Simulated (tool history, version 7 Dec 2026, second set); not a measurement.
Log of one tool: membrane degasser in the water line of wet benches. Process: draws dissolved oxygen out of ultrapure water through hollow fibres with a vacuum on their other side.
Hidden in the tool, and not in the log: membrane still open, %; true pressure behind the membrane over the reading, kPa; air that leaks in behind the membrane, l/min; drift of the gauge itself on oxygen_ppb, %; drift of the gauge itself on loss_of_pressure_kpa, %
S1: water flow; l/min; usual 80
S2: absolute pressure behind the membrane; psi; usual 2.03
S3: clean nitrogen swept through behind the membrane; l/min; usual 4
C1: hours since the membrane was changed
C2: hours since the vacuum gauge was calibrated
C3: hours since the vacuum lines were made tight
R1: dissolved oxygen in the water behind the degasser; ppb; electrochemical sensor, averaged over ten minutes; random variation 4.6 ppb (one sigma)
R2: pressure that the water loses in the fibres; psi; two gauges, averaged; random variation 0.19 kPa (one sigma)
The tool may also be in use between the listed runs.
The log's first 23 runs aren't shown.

run,hour,S1,S2,S3,C1,C2,C3,R1,R2
24,4870.7,80,2.03,4.64,8814,641,6033,521.5,5.408
25,5147.5,80,2.03,4.64,9091,918,6309,531.8,5.456
26,5447.4,106,1.33,10.98,9391,1218,6609,331.3,7.248
# hour 5735.5: seals of the vacuum lines changed
27,5741.9,106,2.55,2,9683,1510,6,1423.6,7.307
28,5949.4,55,2.55,2,9891,1718,214,837.7,3.775
29,6190.4,116,3.05,6.48,10132,1959,455,876.7,7.965
30,6463.1,116,3.05,6.48,10405,2231,728,848.2,7.997
31,6758.4,116,3.05,6.48,10700,2527,1023,877.1,7.951
32,6981,109,3.31,8.44,10922,2749,1245,742.8,7.465
33,7238,109,3.31,8.44,11179,3006,1502,747,7.574

3 ways to go on from here, each from the tool as it stands after run 33. What would each give?
A,7363.9,77,2.03,2.02,11305,3132,1628,?,?
B,7363.9,80,2.03,3.8,11305,3132,1628,?,?
C,7363.9,60,3.31,10.84,11305,3132,1628,?,?

run,R1,R2
A,878.7,5.323
B,600.5,5.513
C,341.2,4.163
Without the tool's hidden state the same runs would have given:
run,R1,R2
A,856,5.073
B,576.2,5.255
C,324,3.968
